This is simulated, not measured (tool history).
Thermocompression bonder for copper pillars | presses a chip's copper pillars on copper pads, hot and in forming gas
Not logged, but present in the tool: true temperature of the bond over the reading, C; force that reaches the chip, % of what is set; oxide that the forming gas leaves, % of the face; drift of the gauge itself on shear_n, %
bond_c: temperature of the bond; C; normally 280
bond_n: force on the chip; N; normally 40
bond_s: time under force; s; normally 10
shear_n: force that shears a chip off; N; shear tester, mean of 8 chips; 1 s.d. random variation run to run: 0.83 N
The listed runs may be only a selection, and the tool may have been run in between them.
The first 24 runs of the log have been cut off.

run   hour  bond_c  bond_n  bond_s  hours of work since the heater was calibrated  hours of work since the force cell was calibrated  hours of work since the gas filter was changed  shear_n
 25  194.2     279      40      11                                            813                                                249                                             293       57
 26  202.1     279      40      11                                            819                                                255                                             299     57.5
 27  208.3     263      26       6                                            824                                                260                                             304     22.7
 28  213.6     276      46       8                                            827                                                263                                             307     53.3
 29  223.1     276      46       8                                            835                                                271                                             315     53.7
 30  233.9     276      24       6                                            843                                                279                                             323     26.8
 31  244.1     306      55      15                                            850                                                286                                             330     87.7
     248.2  -- forming gas filter changed
 32    250     289      34       5                                            854                                                290                                               1     46.8
 33  254.8     306      46      12                                            858                                                294                                               5     89.5
 34  264.5     272      40      13                                            865                                                301                                              12     58.2
 35  274.1     261      31       6                                            872                                                309                                              19     27.5
 36  284.1     261      31       6                                            880                                                316                                              27     28.3
 37  289.4     280      52      10                                            884                                                320                                              31     71.4
 38  297.2     254      55       9                                            890                                                326                                              37     48.7
 39  304.6     252      40      13                                            895                                                331                                              42     42.1

Branching from run 39: 5 alternative next runs. What would each branch give?
  A  310.1     293      39      13                                            899                                                335                                              46        ?
  B  310.1     252      36      13                                            899                                                335                                              46        ?
  C  310.1     250      26      10                                            899                                                335                                              46        ?
  D  310.1     267      51      11                                            899                                                335                                              46        ?
  E  310.1     253      57      12                                            899                                                335                                              46        ?

run  shear_n
  A     73.7
  B     36.3
  C     23.1
  D     59.8
  E     56.2
Without the tool's unlogged condition, the same runs would have read:
run  shear_n
  A     81.1
  B     43.1
  C       28
  D     67.9
  E     64.8
